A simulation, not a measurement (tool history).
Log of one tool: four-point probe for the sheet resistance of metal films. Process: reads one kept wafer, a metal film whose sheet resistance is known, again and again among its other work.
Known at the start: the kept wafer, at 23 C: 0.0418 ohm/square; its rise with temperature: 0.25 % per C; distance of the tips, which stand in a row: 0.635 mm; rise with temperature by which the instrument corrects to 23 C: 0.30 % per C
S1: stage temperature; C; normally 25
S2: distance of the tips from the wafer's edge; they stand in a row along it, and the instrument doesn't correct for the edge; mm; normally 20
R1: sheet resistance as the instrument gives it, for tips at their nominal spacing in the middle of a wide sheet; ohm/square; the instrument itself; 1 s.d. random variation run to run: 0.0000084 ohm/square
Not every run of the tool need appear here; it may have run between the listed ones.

run,hour,S1,S2,R1
1,0.0,25,20,0.041727
2,108.1,25,20,0.041718
3,231.2,25,20,0.041698
4,288.9,21,20,0.041793
5,375.3,25,46,0.041678
6,472.7,25,46,0.041670
7,551.7,25,46,0.041664
8,648.2,22,20,0.041747
9,782.2,22,20,0.041730
10,917.5,25,4,0.042207
11,997.8,25,4,0.042201
12,1066.7,25,4,0.042215
13,1181.1,25,4,0.042224
14,1249.0,30,20,0.041578
15,1336.4,25,20,0.041668
16,1425.8,25,20,0.041672
17,1551.3,25,20,0.041640
18,1663.7,25,20,0.041633
19,1788.6,25,20,0.041662
20,1884.6,25,20,0.041646
21,1954.0,25,20,0.041645
22,2070.9,25,20,0.041642
23,2128.2,25,53,0.041615
24,2204.0,25,53,0.041600
25,2282.5,25,53,0.041613
26,2366.4,26,23,0.041619
27,2441.0,26,23,0.041603
28,2508.4,18,8,0.041879
29,2591.7,18,8,0.041885
30,2673.6,18,8,0.041886
31,2766.5,29,25,0.041530
32,2851.5,24,9,0.041727
33,2935.6,24,9,0.041715
34,3045.4,24,9,0.041706
35,3148.5,20,65,0.041669
36,3215.8,18,4,0.042281
37,3340.2,26,57,0.041559
38,3479.9,26,57,0.041543
39,3587.4,26,11,0.041618
40,3719.0,26,11,0.041616
41,3838.6,21,9,0.042031
42,3963.2,30,4,0.042285
43,4100.9,20,72,0.041911
44,4181.7,20,72,0.041920

Not shown here: 2 entries made in the log between runs. Locate each between two listed runs and compare the hidden state at the listed run before it with the hidden state at the listed run after it:
After run 1, before run 2: stage's thermometer calibrated (hour 87.3)
  inner tips' distance over the nominal, %: -0.178 -> -0.188; tips' flats over new ones', %: 26 -> 27; wafer's true temperature over the reading, C: 0.34 -> 0.06
  measured value less the no-hidden-state value, R1: -0.000045 -> -0.000079 ohm/square
After run 40, before run 41: new probe head fitted (hour 3796.0)
  inner tips' distance over the nominal, %: -0.52 -> 0.071; tips' flats over new ones', %: 63 -> 0; wafer's true temperature over the reading, C: 0.34 -> 0.35
  measured value less the no-hidden-state value, R1: -0.000200 -> +0.000069 ohm/square
